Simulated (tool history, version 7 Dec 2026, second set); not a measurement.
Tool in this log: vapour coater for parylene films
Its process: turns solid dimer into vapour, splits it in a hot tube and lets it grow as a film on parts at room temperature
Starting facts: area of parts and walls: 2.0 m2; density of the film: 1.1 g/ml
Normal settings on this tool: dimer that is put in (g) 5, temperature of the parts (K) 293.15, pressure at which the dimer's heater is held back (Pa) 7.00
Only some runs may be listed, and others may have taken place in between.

run   hour  dimer that is put in (g)  temperature of the parts (K)  pressure at which the dimer's heater is held back (Pa)  thickness of the film (µm)
  1    0.0                         5                        293.15                                                    7.00                        1.13
  2    9.0                         5                        293.15                                                    7.00                        1.13
  3   17.0                         7                        293.15                                                    7.00                        1.57
  4   27.0                         5                        302.15                                                    7.00                        0.73
  5   37.9                         5                        293.15                                                    3.09                        1.25
      42.9  -- trap's valve overhauled
  6   49.2                         5                        293.15                                                    8.67                        1.07
  7   60.0                         5                        293.15                                                    7.00                        1.10
  8   77.4                         5                        293.15                                                    7.00                        1.10
  9   91.7                         3                        299.15                                                    3.84                        0.52
 10  109.1                         2                        288.15                                                    4.02                        0.59
 11  125.5                         5                        297.15                                                    3.92                        0.96
     139.2  -- trap's valve overhauled, once more
 12  144.8                         5                        293.15                                                    4.53                        1.21
 13  162.4                         5                        293.15                                                    4.53                        1.20
 14  172.6                         5                        293.15                                                    4.53                        1.20
 15  185.2                         5                        298.15                                                    9.78                        0.86
 16  199.8                         2                        294.15                                                    9.78                        0.41

Forecast each of these 3 alternatives for the next run:
  A  211.6                         3                        293.15                                                    7.00                           ?
  B  211.6                         7                        299.15                                                    3.48                           ?
  C  211.6                         5                        293.15                                                    7.00                           ?

run  thickness of the film (µm)
  A                        0.69
  B                        1.27
  C                        1.14
What these runs would have given with no unlogged condition in the tool:
run  thickness of the film (µm)
  A                        0.71
  B                        1.31
  C                        1.17
